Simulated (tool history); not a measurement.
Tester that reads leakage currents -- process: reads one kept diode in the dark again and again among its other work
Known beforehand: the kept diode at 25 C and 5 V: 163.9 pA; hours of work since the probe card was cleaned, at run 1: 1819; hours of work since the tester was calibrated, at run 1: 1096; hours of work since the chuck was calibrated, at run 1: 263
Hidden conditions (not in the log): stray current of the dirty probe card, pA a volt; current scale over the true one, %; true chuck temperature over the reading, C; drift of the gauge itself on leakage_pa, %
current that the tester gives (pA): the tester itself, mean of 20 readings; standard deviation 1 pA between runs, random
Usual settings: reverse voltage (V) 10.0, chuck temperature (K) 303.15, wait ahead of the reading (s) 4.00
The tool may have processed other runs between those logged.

run   hour  reverse voltage (V)  chuck temperature (K)  wait ahead of the reading (s)  hours of work since the probe card was cleaned  hours of work since the tester was calibrated  hours of work since the chuck was calibrated  current that the tester gives (pA)
  1    0.0                 10.0                 303.15                           4.00                                            1819                                           1096                                           263                              357.54
  2   23.6                 10.0                 300.15                           4.00                                            1837                                           1114                                           280                              280.71
  3   42.2                 10.0                 300.15                           4.00                                            1851                                           1128                                           294                              283.44
  4   73.2                 10.0                 300.15                           4.00                                            1874                                           1152                                           318                              280.74
  5  107.9                 10.0                 300.15                           4.00                                            1900                                           1178                                           344                              282.02
  6  124.8                 10.0                 300.15                           4.00                                            1913                                           1191                                           357                              281.73
  7  148.6                 10.0                 300.15                           4.00                                            1931                                           1208                                           375                              281.27
  8  165.9                  1.2                 300.15                           4.00                                            1944                                           1222                                           388                               95.78
  9  183.4                  1.2                 299.15                           4.00                                            1957                                           1235                                           401                               88.40
 10  212.3                  1.2                 299.15                           4.00                                            1979                                           1257                                           423                               88.24
 11  232.0                  1.2                 299.15                           4.00                                            1994                                           1271                                           438                               88.74
     235.7  -- chuck's temperature calibrated
 12  261.2                 10.0                 303.15                           4.00                                            2014                                           1292                                            19                              349.55
 13  280.6                 10.0                 303.15                           4.00                                            2029                                           1307                                            34                              348.79
 14  307.3                 10.0                 306.15                           4.00                                            2049                                           1327                                            54                              439.70
 15  333.8                 10.0                 306.15                           4.00                                            2069                                           1347                                            74                              440.27
 16  367.8                 10.0                 306.15                           4.00                                            2095                                           1372                                           100                              440.76
 17  400.2                  1.4                 303.15                           4.00                                            2119                                           1397                                           124                              128.91
 18  418.5                  1.4                 303.15                           4.00                                            2133                                           1411                                           138                              128.93
     438.0  -- chuck's temperature calibrated, once more
 19  454.0                  1.4                 303.15                           4.00                                            2158                                           1436                                            12                              136.60
 20  481.5                  1.4                 303.15                           4.00                                            2179                                           1457                                            33                              136.28
 21  501.6                  1.4                 303.15                           4.00                                            2194                                           1472                                            48                              136.13
 22  519.7                  1.4                 303.15                           4.00                                            2208                                           1485                                            62                              135.48
 23  546.3                  4.1                 316.15                           0.74                                            2228                                           1505                                            82                              629.51
 24  583.5                  4.1                 316.15                           0.74                                            2256                                           1533                                           110                              629.23
 25  607.1                  4.1                 316.15                           0.74                                            2274                                           1551                                           128                              627.29
 26  626.0                  4.1                 316.15                           0.74                                            2288                                           1566                                           142                              627.88
 27  644.9                 19.7                 307.15                           4.00                                            2302                                           1580                                           156                              700.99
 28  666.5                 19.7                 307.15                           4.00                                            2318                                           1596                                           172                              697.66
 29  698.5                 19.7                 307.15                           0.53                                            2343                                           1620                                           196                              702.99
 30  721.6                  4.6                 293.15                           4.00                                            2360                                           1638                                           214                              109.29

For run 31, what comes out?
 31  745.4                 10.7                 304.15                           4.92                                            2378                                           1656                                           232                                   ?

Run 31 yielded current that the tester gives (pA) 404.99.
With no hidden state in the tool, this same run would have given current that the tester gives (pA) 391.13.
